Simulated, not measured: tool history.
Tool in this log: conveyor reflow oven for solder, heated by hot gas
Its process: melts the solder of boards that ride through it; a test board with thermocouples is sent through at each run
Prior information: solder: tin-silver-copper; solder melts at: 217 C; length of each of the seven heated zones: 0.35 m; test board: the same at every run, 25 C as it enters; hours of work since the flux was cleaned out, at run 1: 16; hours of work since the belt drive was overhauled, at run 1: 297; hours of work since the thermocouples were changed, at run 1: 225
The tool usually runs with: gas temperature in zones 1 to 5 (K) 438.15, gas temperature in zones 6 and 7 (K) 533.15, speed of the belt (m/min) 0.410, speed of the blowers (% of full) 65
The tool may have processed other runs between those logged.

run    day  gas temperature in zones 1 to 5 (K)  gas temperature in zones 6 and 7 (K)  speed of the belt (m/min)  speed of the blowers (% of full)  hours of work since the flux was cleaned out  hours of work since the belt drive was overhauled  hours of work since the thermocouples were changed  highest temperature of the board (K)  time above the solder's melting point (s)
  1  0.000                               438.15                                533.15                      0.410                                65                                            16                                                297                                                 225                                518.15                                       65.2
  2  0.504                               438.15                                533.15                      0.410                                65                                            25                                                306                                                 235                                518.05                                       66.0
  3  0.908                               438.15                                533.15                      0.410                                65                                            33                                                314                                                 242                                517.35                                       66.1
  4  1.362                               438.15                                533.15                      0.410                                65                                            41                                                322                                                 250                                517.95                                       66.3
  5  1.854                               438.15                                533.15                      0.410                                65                                            50                                                331                                                 259                                517.55                                       65.7
  6  2.375                               438.15                                533.15                      0.374                                65                                            59                                                340                                                 269                                521.05                                       77.0
  7  2.629                               438.15                                533.15                      0.374                                65                                            64                                                345                                                 273                                521.25                                       76.1
  8  2.983                               438.15                                533.15                      0.374                                65                                            71                                                352                                                 280                                519.85                                       76.2
  9  3.229                               438.15                                533.15                      0.410                                65                                            75                                                356                                                 284                                518.25                                       63.9
 10  3.500                               438.15                                533.15                      0.410                                65                                            80                                                361                                                 289                                518.35                                       64.0
     3.708  -- belt drive overhauled, speed set with a stopwatch
 11  4.092                               438.15                                533.15                      0.410                                65                                            88                                                  7                                                 297                                517.25                                       65.0
 12  4.342                               438.15                                533.15                      0.410                                65                                            92                                                 12                                                 301                                516.85                                       65.9
 13  4.642                               435.15                                533.15                      0.417                                55                                            98                                                 17                                                 307                                514.55                                       57.0
 14  4.904                               435.15                                533.15                      0.417                                55                                           102                                                 22                                                 312                                514.15                                       57.3
 15  5.283                               449.15                                539.15                      0.367                                59                                           109                                                 29                                                 318                                525.75                                       90.1
 16  5.562                               438.15                                542.15                      0.424                                54                                           114                                                 34                                                 324                                520.85                                       65.6
 17  5.992                               429.15                                533.15                      0.410                                65                                           122                                                 42                                                 331                                516.15                                       58.0
 18  6.438                               446.15                                526.15                      0.448                                53                                           130                                                 50                                                 339                                508.75                                       48.1
     6.771  -- belt drive overhauled, speed set with a stopwatch, once more
 19  7.000                               446.15                                526.15                      0.448                                53                                           138                                                  4                                                 347                                507.85                                       45.2
 20  7.517                               435.15                                526.15                      0.403                                87                                           147                                                 14                                                 356                                513.45                                       60.5
 21  7.896                               435.15                                526.15                      0.403                                87                                           154                                                 20                                                 363                                513.65                                       60.6
 22  8.262                               448.15                                540.15                      0.403                                87                                           160                                                 27                                                 370                                526.85                                       82.5

What if the next run were any one of these 4? Each begins from the tool's condition after run 22:
  A  8.750                               448.15                                538.15                      0.399                                78                                           169                                                 36                                                 378                                     ?                                          ?
  B  8.750                               438.15                                533.15                      0.436                                82                                           169                                                 36                                                 378                                     ?                                          ?
  C  8.750                               444.15                                533.15                      0.410                                88                                           169                                                 36                                                 378                                     ?                                          ?
  D  8.750                               438.15                                533.15                      0.417                                65                                           169                                                 36                                                 378                                     ?                                          ?

run  highest temperature of the board (K)  time above the solder's melting point (s)
  A                                524.55                                       79.1
  B                                516.65                                       59.5
  C                                520.35                                       71.0
  D                                515.65                                       60.6
Had the tool no hidden state, the same runs would have come out as:
run  highest temperature of the board (K)  time above the solder's melting point (s)
  A                                525.75                                       81.0
  B                                518.15                                       62.2
  C                                521.65                                       73.2
  D                                517.05                                       63.1
